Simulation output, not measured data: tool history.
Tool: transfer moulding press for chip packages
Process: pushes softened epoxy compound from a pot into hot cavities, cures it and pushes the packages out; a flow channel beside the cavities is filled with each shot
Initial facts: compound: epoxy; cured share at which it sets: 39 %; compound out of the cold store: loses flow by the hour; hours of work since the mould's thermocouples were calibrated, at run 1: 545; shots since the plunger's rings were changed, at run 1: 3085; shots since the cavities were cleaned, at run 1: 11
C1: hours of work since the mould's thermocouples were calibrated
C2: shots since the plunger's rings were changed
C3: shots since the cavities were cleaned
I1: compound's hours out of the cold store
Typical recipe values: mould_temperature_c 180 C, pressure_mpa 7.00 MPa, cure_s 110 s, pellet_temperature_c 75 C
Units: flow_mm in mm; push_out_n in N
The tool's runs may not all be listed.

run 1 hour=0.0 | mould_temperature_c=180 pressure_mpa=7.00 cure_s=110 pellet_temperature_c=75 | C1=545 C2=3085 C3=11 | I1=45.3 | flow_mm=569 push_out_n=453
run 2 hour=15.9 | mould_temperature_c=180 pressure_mpa=6.24 cure_s=110 pellet_temperature_c=75 | C1=555 C2=3242 C3=168 | I1=34.0 | flow_mm=550 push_out_n=450
-- hour=45.1 cavities cleaned with cleaning compound and waxed
run 3 hour=47.3 | mould_temperature_c=180 pressure_mpa=6.24 cure_s=110 pellet_temperature_c=75 | C1=574 C2=3538 C3=22 | I1=19.1 | flow_mm=572 push_out_n=436
run 4 hour=65.4 | mould_temperature_c=180 pressure_mpa=6.24 cure_s=110 pellet_temperature_c=75 | C1=585 C2=3716 C3=200 | I1=40.7 | flow_mm=553 push_out_n=445
-- hour=91.1 cavities cleaned with cleaning compound and waxed
run 5 hour=94.5 | mould_temperature_c=180 pressure_mpa=7.00 cure_s=110 pellet_temperature_c=75 | C1=603 C2=3989 C3=33 | I1=26.5 | flow_mm=599 push_out_n=454
run 6 hour=124.2 | mould_temperature_c=180 pressure_mpa=7.00 cure_s=110 pellet_temperature_c=75 | C1=621 C2=4283 C3=327 | I1=20.4 | flow_mm=603 push_out_n=448
-- hour=137.8 cavities cleaned with cleaning compound and waxed
run 7 hour=157.8 | mould_temperature_c=184 pressure_mpa=7.00 cure_s=110 pellet_temperature_c=75 | C1=642 C2=4601 C3=197 | I1=32.8 | flow_mm=579 push_out_n=402
-- hour=185.5 cavities cleaned with cleaning compound and waxed
run 8 hour=187.0 | mould_temperature_c=180 pressure_mpa=5.84 cure_s=110 pellet_temperature_c=75 | C1=659 C2=4875 C3=14 | I1=19.8 | flow_mm=547 push_out_n=440
run 9 hour=218.4 | mould_temperature_c=180 pressure_mpa=5.84 cure_s=110 pellet_temperature_c=75 | C1=679 C2=5186 C3=325 | I1=28.5 | flow_mm=544 push_out_n=442
-- hour=232.6 cavities cleaned with cleaning compound and waxed
run 10 hour=239.6 | mould_temperature_c=180 pressure_mpa=5.84 cure_s=110 pellet_temperature_c=75 | C1=691 C2=5381 C3=70 | I1=12.4 | flow_mm=556 push_out_n=436
run 11 hour=267.4 | mould_temperature_c=180 pressure_mpa=7.00 cure_s=101 pellet_temperature_c=75 | C1=709 C2=5656 C3=345 | I1=20.7 | flow_mm=607 push_out_n=514
-- hour=278.9 cavities cleaned with cleaning compound and waxed
run 12 hour=298.5 | mould_temperature_c=180 pressure_mpa=7.00 cure_s=101 pellet_temperature_c=75 | C1=728 C2=5949 C3=194 | I1=30.5 | flow_mm=585 push_out_n=498
run 13 hour=315.8 | mould_temperature_c=180 pressure_mpa=7.00 cure_s=101 pellet_temperature_c=75 | C1=738 C2=6120 C3=365 | I1=47.5 | flow_mm=577 push_out_n=487
-- hour=320.9 plunger's sealing rings changed
-- hour=327.7 cavities cleaned with cleaning compound and waxed
run 14 hour=350.8 | mould_temperature_c=172 pressure_mpa=5.50 cure_s=125 pellet_temperature_c=75 | C1=758 C2=281 C3=228 | I1=19.3 | flow_mm=546 push_out_n=548
run 15 hour=364.4 | mould_temperature_c=172 pressure_mpa=5.50 cure_s=125 pellet_temperature_c=75 | C1=767 C2=415 C3=362 | I1=12.0 | flow_mm=554 push_out_n=557
-- hour=373.8 cavities cleaned with cleaning compound and waxed
run 16 hour=391.5 | mould_temperature_c=180 pressure_mpa=5.39 cure_s=128 pellet_temperature_c=81 | C1=783 C2=668 C3=174 | I1=43.6 | flow_mm=512 push_out_n=420
run 17 hour=407.9 | mould_temperature_c=180 pressure_mpa=5.39 cure_s=128 pellet_temperature_c=81 | C1=793 C2=831 C3=337 | I1=22.7 | flow_mm=531 push_out_n=393
-- hour=420.0 cavities cleaned with cleaning compound and waxed
run 18 hour=428.0 | mould_temperature_c=173 pressure_mpa=5.33 cure_s=110 pellet_temperature_c=75 | C1=805 C2=1015 C3=80 | I1=26.1 | flow_mm=539 push_out_n=681
run 19 hour=457.2 | mould_temperature_c=180 pressure_mpa=6.57 cure_s=120 pellet_temperature_c=69 | C1=823 C2=1304 C3=369 | I1=33.1 | flow_mm=569 push_out_n=412
-- hour=466.5 cavities cleaned with cleaning compound and waxed
-- hour=479.6 mould's thermocouples calibrated
run 20 hour=491.2 | mould_temperature_c=183 pressure_mpa=7.00 cure_s=112 pellet_temperature_c=75 | C1=7 C2=1606 C3=225 | I1=30.7 | flow_mm=586 push_out_n=398
run 21 hour=504.4 | mould_temperature_c=180 pressure_mpa=7.87 cure_s=107 pellet_temperature_c=75 | C1=16 C2=1737 C3=356 | I1=14.1 | flow_mm=642 push_out_n=474
-- hour=514.9 cavities cleaned with cleaning compound and waxed
run 22 hour=524.7 | mould_temperature_c=180 pressure_mpa=7.87 cure_s=107 pellet_temperature_c=75 | C1=27 C2=1923 C3=98 | I1=22.3 | flow_mm=641 push_out_n=470
run 23 hour=539.7 | mould_temperature_c=174 pressure_mpa=7.87 cure_s=117 pellet_temperature_c=75 | C1=37 C2=2070 C3=245 | I1=19.5 | flow_mm=654 push_out_n=562
-- hour=563.0 cavities cleaned with cleaning compound and waxed
run 24 hour=571.2 | mould_temperature_c=174 pressure_mpa=7.87 cure_s=117 pellet_temperature_c=75 | C1=56 C2=2368 C3=82 | I1=12.4 | flow_mm=663 push_out_n=539
run 25 hour=601.1 | mould_temperature_c=174 pressure_mpa=8.79 cure_s=130 pellet_temperature_c=83 | C1=75 C2=2663 C3=377 | I1=25.2 | flow_mm=683 push_out_n=443
-- hour=610.2 cavities cleaned with cleaning compound and waxed
run 26 hour=634.1 | mould_temperature_c=180 pressure_mpa=6.57 cure_s=144 pellet_temperature_c=68 | C1=94 C2=2975 C3=237 | I1=46.4 | flow_mm=554 push_out_n=391

What if the next run were any one of these 5? Each begins from the tool's condition after run 26:
-- hour=656.3 cavities cleaned with cleaning compound and waxed
run A hour=665.2 | mould_temperature_c=180 pressure_mpa=6.72 cure_s=95 pellet_temperature_c=68 | C1=113 C2=3267 C3=88 | I1=15.8 | flow_mm=? push_out_n=?
-- hour=656.3 cavities cleaned with cleaning compound and waxed
run B hour=665.2 | mould_temperature_c=180 pressure_mpa=7.00 cure_s=96 pellet_temperature_c=75 | C1=113 C2=3267 C3=88 | I1=30.7 | flow_mm=? push_out_n=?
-- hour=656.3 cavities cleaned with cleaning compound and waxed
run C hour=665.2 | mould_temperature_c=180 pressure_mpa=8.74 cure_s=110 pellet_temperature_c=74 | C1=113 C2=3267 C3=88 | I1=45.9 | flow_mm=? push_out_n=?
-- hour=656.3 cavities cleaned with cleaning compound and waxed
run D hour=665.2 | mould_temperature_c=188 pressure_mpa=6.57 cure_s=144 pellet_temperature_c=68 | C1=113 C2=3267 C3=88 | I1=30.0 | flow_mm=? push_out_n=?
-- hour=656.3 cavities cleaned with cleaning compound and waxed
run E hour=665.2 | mould_temperature_c=176 pressure_mpa=7.00 cure_s=110 pellet_temperature_c=77 | C1=113 C2=3267 C3=88 | I1=46.5 | flow_mm=? push_out_n=?

run=A flow_mm=599 push_out_n=609
run=B flow_mm=583 push_out_n=544
run=C flow_mm=640 push_out_n=438
run=D flow_mm=563 push_out_n=371
run=E flow_mm=578 push_out_n=521
Take away the tool's hidden state, keep each run's random variation, and the runs would have read:
run=A flow_mm=599 push_out_n=606
run=B flow_mm=583 push_out_n=542
run=C flow_mm=640 push_out_n=436
run=D flow_mm=563 push_out_n=370
run=E flow_mm=578 push_out_n=519
